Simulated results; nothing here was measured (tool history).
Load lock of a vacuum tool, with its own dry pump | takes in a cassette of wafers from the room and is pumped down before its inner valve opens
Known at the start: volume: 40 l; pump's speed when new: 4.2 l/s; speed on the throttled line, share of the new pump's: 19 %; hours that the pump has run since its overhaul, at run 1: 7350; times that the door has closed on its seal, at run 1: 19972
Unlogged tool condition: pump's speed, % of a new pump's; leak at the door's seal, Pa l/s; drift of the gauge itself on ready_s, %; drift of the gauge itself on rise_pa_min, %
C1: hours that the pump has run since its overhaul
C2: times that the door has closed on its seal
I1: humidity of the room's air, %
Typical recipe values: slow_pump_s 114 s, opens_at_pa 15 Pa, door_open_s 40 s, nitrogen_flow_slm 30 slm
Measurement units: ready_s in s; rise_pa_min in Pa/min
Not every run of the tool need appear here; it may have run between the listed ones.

Run 1, hour 0: usual settings; C1 7350; C2 19972; I1 43.7. Result: ready_s 193.5 s, rise_pa_min 0.119 Pa/min.
Run 2, hour 340.8: usual settings but door_open_s 52 s; C1 7691; C2 20669; I1 44.9. Result: ready_s 197.2 s, rise_pa_min 0.129 Pa/min.
Run 3, hour 531.6: usual settings but door_open_s 220 s; C1 7882; C2 21059; I1 44.7. Result: ready_s 194.4 s, rise_pa_min 0.142 Pa/min.
Run 4, hour 722.9: usual settings but door_open_s 220 s; C1 8073; C2 21450; I1 41.5. Result: ready_s 196.5 s, rise_pa_min 0.146 Pa/min.
Run 5, hour 882.8: usual settings but door_open_s 220 s; C1 8233; C2 21777; I1 43.5. Result: ready_s 196.9 s, rise_pa_min 0.152 Pa/min.
Run 6, hour 1246.5: usual settings but door_open_s 220 s; C1 8597; C2 22521; I1 45.6. Result: ready_s 198.7 s, rise_pa_min 0.152 Pa/min.
Run 7, hour 1591.5: usual settings but slow_pump_s 135 s, door_open_s 220 s; C1 8942; C2 23226; I1 43.5. Result: ready_s 216.7 s, rise_pa_min 0.161 Pa/min.
At hour 1844.3: dry pump taken out, an overhauled one fitted.
Run 8, hour 1844.3: usual settings but slow_pump_s 63 s, opens_at_pa 10 Pa, door_open_s 220 s; C1 0; C2 23731; I1 45.2. Result: ready_s 140.6 s, rise_pa_min 0.165 Pa/min.

Estimate the outcome of run 9 from the log above:
Run 9, hour 2029.3: usual settings but opens_at_pa 12 Pa, nitrogen_flow_slm 23 slm; C1 185; C2 24109; I1 44.4. Result: ready_s ?, rise_pa_min ?.

{"run 9": {"ready_s": 182.9, "rise_pa_min": 0.158}}
Were there no unlogged condition in the tool, this run, its random variation unchanged, would have produced ready_s 181.7 s, rise_pa_min 0.016 Pa/min.

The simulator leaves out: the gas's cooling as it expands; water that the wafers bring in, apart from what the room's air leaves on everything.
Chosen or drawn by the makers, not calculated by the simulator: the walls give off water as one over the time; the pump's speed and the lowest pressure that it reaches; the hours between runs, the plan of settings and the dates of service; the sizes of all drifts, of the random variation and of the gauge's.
